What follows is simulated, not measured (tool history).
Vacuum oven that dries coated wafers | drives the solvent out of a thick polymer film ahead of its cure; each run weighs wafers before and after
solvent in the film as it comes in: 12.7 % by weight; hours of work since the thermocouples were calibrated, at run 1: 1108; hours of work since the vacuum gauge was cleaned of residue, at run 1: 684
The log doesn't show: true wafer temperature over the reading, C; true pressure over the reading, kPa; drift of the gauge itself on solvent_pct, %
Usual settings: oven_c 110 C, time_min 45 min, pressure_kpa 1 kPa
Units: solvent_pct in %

| run | day | oven_c | time_min | pressure_kpa | hours of work since the thermocouples were calibrated | hours of work since the vacuum gauge was cleaned of residue | solvent_pct |
|---|---|---|---|---|---|---|---|
| 1 | 0 | 110 | 45 | 1 | 1108 | 684 | 2.14 |
| 2 | 0.971 | 110 | 45 | 1 | 1122 | 698 | 2.09 |
| 3 | 2.696 | 110 | 45 | 1 | 1147 | 723 | 2.11 |
| 4 | 3.962 | 110 | 45 | 2.42 | 1165 | 741 | 2.95 |
| 5 | 6.054 | 110 | 45 | 0.68 | 1195 | 772 | 1.93 |
| 6 | 7.675 | 123 | 45 | 0.68 | 1219 | 795 | 0.59 |
| 7 | 9.067 | 123 | 45 | 0.68 | 1239 | 815 | 0.59 |
| 8 | 10.896 | 125 | 45 | 0.58 | 1265 | 842 | 0.45 |
| 9 | 12.271 | 109 | 45 | 1.08 | 1285 | 862 | 2.28 |
| 10 | 13.258 | 113 | 43 | 0.59 | 1300 | 876 | 1.58 |
| 11 | 14.254 | 113 | 24 | 1.19 | 1314 | 890 | 3.68 |

4 ways to go on from here, each from the tool as it stands after run 11. What would each give?
| A | 16.208 | 119 | 45 | 2.61 | 1342 | 919 | ? |
| B | 16.208 | 105 | 23 | 2.35 | 1342 | 919 | ? |
| C | 16.208 | 110 | 32 | 1.03 | 1342 | 919 | ? |
| D | 16.208 | 122 | 24 | 1.19 | 1342 | 919 | ? |

| run | solvent_pct |
|---|---|
| A | 1.76 |
| B | 5.88 |
| C | 3.15 |
| D | 2.14 |
Without the tool's hidden state the same runs would have given:
| run | solvent_pct |
|---|---|
| A | 2.03 |
| B | 6.38 |
| C | 3.62 |
| D | 2.53 |
